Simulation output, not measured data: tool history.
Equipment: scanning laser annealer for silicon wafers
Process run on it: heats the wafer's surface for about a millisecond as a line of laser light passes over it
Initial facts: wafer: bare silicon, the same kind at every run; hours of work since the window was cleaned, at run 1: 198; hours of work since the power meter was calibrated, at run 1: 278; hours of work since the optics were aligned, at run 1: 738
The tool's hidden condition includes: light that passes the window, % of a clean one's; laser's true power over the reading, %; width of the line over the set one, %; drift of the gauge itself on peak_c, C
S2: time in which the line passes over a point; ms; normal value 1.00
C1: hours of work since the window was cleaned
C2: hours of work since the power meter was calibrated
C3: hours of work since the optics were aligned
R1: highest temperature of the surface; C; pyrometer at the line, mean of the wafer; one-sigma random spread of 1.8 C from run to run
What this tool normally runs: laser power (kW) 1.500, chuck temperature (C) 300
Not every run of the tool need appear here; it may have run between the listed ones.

run 1 hour=0.0 | laser_power_(kW)=1.500 S2=1.00 chuck_temperature_(C)=300 | C1=198 C2=278 C3=738 | R1=1028
run 2 hour=33.4 | laser_power_(kW)=1.500 S2=1.00 chuck_temperature_(C)=328 | C1=220 C2=301 C3=760 | R1=1054
run 3 hour=90.3 | laser_power_(kW)=1.500 S2=1.00 chuck_temperature_(C)=300 | C1=258 C2=339 C3=798 | R1=1030
run 4 hour=117.1 | laser_power_(kW)=1.500 S2=1.00 chuck_temperature_(C)=300 | C1=277 C2=357 C3=817 | R1=1024
run 5 hour=143.9 | laser_power_(kW)=1.500 S2=1.00 chuck_temperature_(C)=300 | C1=295 C2=375 C3=835 | R1=1025
run 6 hour=206.1 | laser_power_(kW)=1.500 S2=0.89 chuck_temperature_(C)=300 | C1=337 C2=417 C3=877 | R1=976
run 7 hour=267.8 | laser_power_(kW)=1.500 S2=0.89 chuck_temperature_(C)=300 | C1=378 C2=459 C3=918 | R1=973
-- hour=282.4 optics aligned, line set to its width
run 8 hour=327.0 | laser_power_(kW)=1.500 S2=0.89 chuck_temperature_(C)=300 | C1=415 C2=495 C3=30 | R1=973
run 9 hour=363.6 | laser_power_(kW)=1.500 S2=0.89 chuck_temperature_(C)=300 | C1=440 C2=520 C3=55 | R1=977
run 10 hour=423.3 | laser_power_(kW)=1.500 S2=0.89 chuck_temperature_(C)=300 | C1=480 C2=560 C3=95 | R1=973
run 11 hour=456.5 | laser_power_(kW)=1.500 S2=0.72 chuck_temperature_(C)=300 | C1=502 C2=583 C3=118 | R1=896
run 12 hour=503.1 | laser_power_(kW)=1.500 S2=0.72 chuck_temperature_(C)=300 | C1=534 C2=614 C3=149 | R1=892
run 13 hour=546.0 | laser_power_(kW)=1.500 S2=0.72 chuck_temperature_(C)=300 | C1=563 C2=643 C3=178 | R1=895
run 14 hour=574.7 | laser_power_(kW)=1.549 S2=0.72 chuck_temperature_(C)=300 | C1=582 C2=662 C3=197 | R1=908
run 15 hour=634.6 | laser_power_(kW)=1.500 S2=1.00 chuck_temperature_(C)=300 | C1=622 C2=703 C3=238 | R1=1015
run 16 hour=696.5 | laser_power_(kW)=1.500 S2=1.00 chuck_temperature_(C)=300 | C1=664 C2=745 C3=279 | R1=1012
run 17 hour=749.7 | laser_power_(kW)=1.500 S2=1.00 chuck_temperature_(C)=300 | C1=700 C2=780 C3=315 | R1=1012
run 18 hour=794.5 | laser_power_(kW)=1.500 S2=1.00 chuck_temperature_(C)=300 | C1=730 C2=811 C3=346 | R1=1008
run 19 hour=847.5 | laser_power_(kW)=1.500 S2=1.00 chuck_temperature_(C)=300 | C1=766 C2=846 C3=381 | R1=1009
run 20 hour=907.3 | laser_power_(kW)=1.500 S2=1.00 chuck_temperature_(C)=271 | C1=806 C2=887 C3=422 | R1=976
run 21 hour=950.4 | laser_power_(kW)=1.500 S2=0.76 chuck_temperature_(C)=300 | C1=835 C2=916 C3=451 | R1=898
-- hour=982.3 window over the wafer cleaned
run 22 hour=1011.9 | laser_power_(kW)=1.500 S2=1.21 chuck_temperature_(C)=307 | C1=20 C2=956 C3=491 | R1=1123
run 23 hour=1070.0 | laser_power_(kW)=1.500 S2=1.21 chuck_temperature_(C)=307 | C1=59 C2=995 C3=530 | R1=1120
run 24 hour=1116.5 | laser_power_(kW)=1.500 S2=1.21 chuck_temperature_(C)=307 | C1=91 C2=1027 C3=561 | R1=1120
run 25 hour=1157.4 | laser_power_(kW)=1.500 S2=1.21 chuck_temperature_(C)=307 | C1=118 C2=1054 C3=589 | R1=1117
run 26 hour=1196.5 | laser_power_(kW)=1.500 S2=1.21 chuck_temperature_(C)=307 | C1=145 C2=1080 C3=615 | R1=1120
run 27 hour=1229.7 | laser_power_(kW)=1.409 S2=0.74 chuck_temperature_(C)=286 | C1=167 C2=1103 C3=638 | R1=854
run 28 hour=1287.1 | laser_power_(kW)=1.409 S2=0.74 chuck_temperature_(C)=286 | C1=206 C2=1142 C3=677 | R1=855
run 29 hour=1313.8 | laser_power_(kW)=1.409 S2=0.74 chuck_temperature_(C)=286 | C1=224 C2=1160 C3=695 | R1=854
run 30 hour=1351.6 | laser_power_(kW)=1.409 S2=0.74 chuck_temperature_(C)=275 | C1=249 C2=1185 C3=720 | R1=841
run 31 hour=1414.6 | laser_power_(kW)=1.542 S2=0.74 chuck_temperature_(C)=313 | C1=292 C2=1228 C3=763 | R1=928
run 32 hour=1447.9 | laser_power_(kW)=1.429 S2=1.19 chuck_temperature_(C)=294 | C1=314 C2=1250 C3=785 | R1=1051
run 33 hour=1492.9 | laser_power_(kW)=1.429 S2=0.80 chuck_temperature_(C)=300 | C1=345 C2=1281 C3=815 | R1=897
run 34 hour=1541.1 | laser_power_(kW)=1.322 S2=0.80 chuck_temperature_(C)=300 | C1=377 C2=1313 C3=848 | R1=851
run 35 hour=1595.9 | laser_power_(kW)=1.322 S2=1.21 chuck_temperature_(C)=328 | C1=414 C2=1350 C3=885 | R1=1032
run 36 hour=1624.7 | laser_power_(kW)=1.616 S2=1.04 chuck_temperature_(C)=328 | C1=433 C2=1369 C3=904 | R1=1111
-- hour=1659.0 optics aligned, line set to its width
run 37 hour=1671.8 | laser_power_(kW)=1.647 S2=1.04 chuck_temperature_(C)=328 | C1=462 C2=1398 C3=9 | R1=1133
run 38 hour=1709.3 | laser_power_(kW)=1.647 S2=1.04 chuck_temperature_(C)=328 | C1=487 C2=1423 C3=34 | R1=1131
run 39 hour=1761.6 | laser_power_(kW)=1.647 S2=1.04 chuck_temperature_(C)=328 | C1=522 C2=1458 C3=69 | R1=1126
run 40 hour=1813.8 | laser_power_(kW)=1.647 S2=1.04 chuck_temperature_(C)=328 | C1=558 C2=1494 C3=104 | R1=1125
run 41 hour=1877.1 | laser_power_(kW)=1.434 S2=0.95 chuck_temperature_(C)=300 | C1=600 C2=1536 C3=147 | R1=962

Consider 3 possible next runs. They are alternatives, not a sequence: every one starts from the tool as it was left by run 41. What does each give?
run A hour=1924.4 | laser_power_(kW)=1.386 S2=0.76 chuck_temperature_(C)=300 | C1=632 C2=1568 C3=179 | R1=?
run B hour=1924.4 | laser_power_(kW)=1.617 S2=0.95 chuck_temperature_(C)=300 | C1=632 C2=1568 C3=179 | R1=?
run C hour=1924.4 | laser_power_(kW)=1.500 S2=0.76 chuck_temperature_(C)=300 | C1=632 C2=1568 C3=179 | R1=?

run=A R1=860
run=B R1=1040
run=C R1=903
Take away the tool's hidden state, keep each run's random variation, and the runs would have read:
run=A R1=887
run=B R1=1076
run=C R1=932

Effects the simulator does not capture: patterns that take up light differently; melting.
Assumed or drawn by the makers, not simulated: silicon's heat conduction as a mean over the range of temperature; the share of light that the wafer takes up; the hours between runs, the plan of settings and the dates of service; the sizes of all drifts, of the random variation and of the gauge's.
